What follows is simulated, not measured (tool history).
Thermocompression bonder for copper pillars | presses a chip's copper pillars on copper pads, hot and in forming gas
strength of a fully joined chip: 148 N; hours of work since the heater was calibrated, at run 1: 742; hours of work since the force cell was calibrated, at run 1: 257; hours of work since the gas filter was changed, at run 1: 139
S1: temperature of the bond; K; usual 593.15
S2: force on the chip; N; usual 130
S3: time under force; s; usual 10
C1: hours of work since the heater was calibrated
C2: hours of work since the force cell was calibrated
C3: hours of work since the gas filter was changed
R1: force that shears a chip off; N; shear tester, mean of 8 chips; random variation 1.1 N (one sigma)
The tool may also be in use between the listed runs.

run   hour      S1   S2  S3    C1   C2   C3     R1
  1      0  593.15  130  10   742  257  139   86.6
  2   35.1  593.15  130  10   757  272  154   83.7
  3   77.5  593.15  130  10   774  289  171   85.4
  4  112.5  593.15  130  10   789  304  186     84
  5  140.9  593.15  130  10   801  315  197   81.8
  6  184.7  593.15  130  10   819  333  215   86.5
  7  206.3  593.15  130  10   828  342  224   85.3
  8    240  593.15  130  10   841  356  238   84.1
     250.1  -- forming gas filter changed
  9    261  593.15  130  10   850  365    5   86.6
 10  293.2  593.15  130  10   863  378   18   88.9
 11  319.1  593.15  130   8   874  389   28   79.7
 12  366.8  593.15  130  22   894  408   48    107
 13  403.4  593.15  108  10   909  423   63   78.7
 14  433.3  593.15  100  10   921  436   76   77.8
 15  460.5  576.15  100  10   932  447   87   60.4
 16  482.5  576.15  100  10   941  456   96     61
 17  530.4  622.15  146  11   961  476  116    115
 18  565.4  622.15  146  11   975  490  130  119.1
 19  599.5  607.15  113  10   990  504  144   93.1
 20  628.4  592.15  129   8  1001  516  156   77.6
 21  658.4  592.15  129   8  1014  529  168   75.7
 22  690.6  593.15   85  10  1027  542  182   69.7
 23  723.3  585.15  141  29  1041  555  195  104.6
 24  767.7  593.15   86  21  1059  574  214   87.3
 25  788.7  578.15  138   8  1068  582  222   64.2
 26  820.3  604.15  130   8  1081  595  235   87.5
     838.9  -- forming gas filter changed
 27  848.4  604.15  130   8  1092  607    4   90.9
 28  878.3  593.15  130  16  1104  619   16     98
 29  908.5  570.15   83  19  1117  632   29   62.5

Hidden state or all else? Some run-to-run changes of R1, split into what the settings, what came in and random variation would give without the hidden state, and what is left for the hidden state (with any gauge scatter that isn't in both results):
The hidden state here: true temperature of the bond over the reading, C; force that reaches the chip, % of what is set; oxide that the forming gas leaves, % of the face; drift of the gauge itself on shear_n, %.
Run 8 -> 9: forming gas filter changed. R1 +2.5 N: hidden state +4.4, all else -1.9.
Run 16 -> 17: S1 576.15 -> 622.15, S2 100 -> 146, S3 10 -> 11. R1 +54 N: hidden state +1.2, all else +52.8.
Run 26 -> 27: forming gas filter changed. R1 +3.4 N: hidden state +4.5, all else -1.1.
Run 28 -> 29: S1 593.15 -> 570.15, S2 130 -> 83, S3 16 -> 19. R1 -35.5 N: hidden state -0.4, all else -35.1.
